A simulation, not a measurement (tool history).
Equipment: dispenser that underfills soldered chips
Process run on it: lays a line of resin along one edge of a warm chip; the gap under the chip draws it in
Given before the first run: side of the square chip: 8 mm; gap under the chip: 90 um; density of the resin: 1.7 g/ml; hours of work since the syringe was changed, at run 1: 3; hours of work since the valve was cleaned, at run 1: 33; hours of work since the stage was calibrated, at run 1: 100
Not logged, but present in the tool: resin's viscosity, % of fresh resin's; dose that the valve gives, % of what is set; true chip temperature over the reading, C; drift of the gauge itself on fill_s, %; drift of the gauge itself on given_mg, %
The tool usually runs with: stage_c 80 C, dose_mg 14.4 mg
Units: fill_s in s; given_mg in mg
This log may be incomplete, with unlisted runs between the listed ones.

| run | day | stage_c | dose_mg | hours of work since the syringe was changed | hours of work since the valve was cleaned | hours of work since the stage was calibrated | fill_s | given_mg |
|---|---|---|---|---|---|---|---|---|
| 1 | 0.000 | 80 | 14.4 | 3 | 33 | 100 | 27.2 | 14.14 |
| 2 | 0.208 | 80 | 14.4 | 7 | 36 | 103 | 30.5 | 14.02 |
| 3 | 0.312 | 80 | 14.4 | 8 | 38 | 105 | 32.9 | 14.02 |
|  | 0.367 | new syringe of resin |
| 4 | 0.446 | 80 | 14.4 | 1 | 40 | 107 | 24.2 | 14.05 |
| 5 | 0.683 | 80 | 14.4 | 5 | 43 | 110 | 27.5 | 14.01 |
| 6 | 0.917 | 80 | 14.4 | 8 | 47 | 113 | 31.4 | 13.93 |
|  | 0.971 | new syringe of resin |
| 7 | 1.067 | 80 | 14.4 | 1 | 49 | 116 | 25.7 | 13.91 |
|  | 1.250 | dispensing valve cleaned and set on the balance |
| 8 | 1.296 | 80 | 14.4 | 4 | 1 | 118 | 27.5 | 14.47 |
| 9 | 1.438 | 80 | 14.4 | 6 | 3 | 120 | 31.2 | 14.45 |
| 10 | 1.588 | 80 | 14.4 | 9 | 5 | 123 | 34.3 | 14.43 |
|  | 1.621 | new syringe of resin |
| 11 | 1.829 | 80 | 14.4 | 3 | 8 | 126 | 26.9 | 14.35 |
| 12 | 2.071 | 93 | 12.3 | 7 | 12 | 129 | 19.3 | 12.20 |
| 13 | 2.196 | 93 | 12.3 | 8 | 14 | 131 | 20.2 | 12.20 |
|  | 2.225 | new syringe of resin |
| 14 | 2.438 | 80 | 13.0 | 3 | 17 | 135 | 27.0 | 12.81 |
| 15 | 2.608 | 80 | 13.0 | 6 | 20 | 137 | 30.7 | 12.84 |
| 16 | 2.708 | 80 | 13.0 | 7 | 21 | 139 | 32.3 | 12.79 |
|  | 2.821 | new syringe of resin |
| 17 | 2.858 | 80 | 13.0 | 1 | 23 | 141 | 24.6 | 12.75 |
| 18 | 3.079 | 68 | 16.3 | 4 | 26 | 144 | 44.9 | 15.98 |

Below are 3 alternative next runs, each starting from the tool's condition after run 18. Predict each:
| A | 3.183 | 84 | 13.7 | 5 | 28 | 145 | ? | ? |
| B | 3.183 | 74 | 16.3 | 5 | 28 | 145 | ? | ? |
| C | 3.183 | 91 | 14.4 | 5 | 28 | 145 | ? | ? |

| run | fill_s | given_mg |
|---|---|---|
| A | 24.7 | 13.45 |
| B | 37.1 | 16.00 |
| C | 18.1 | 14.05 |
The same runs, with their run-to-run variation unchanged, on a tool lacking any hidden condition would have given:
| run | fill_s | given_mg |
|---|---|---|
| A | 18.8 | 13.72 |
| B | 28.3 | 16.33 |
| C | 13.8 | 14.34 |
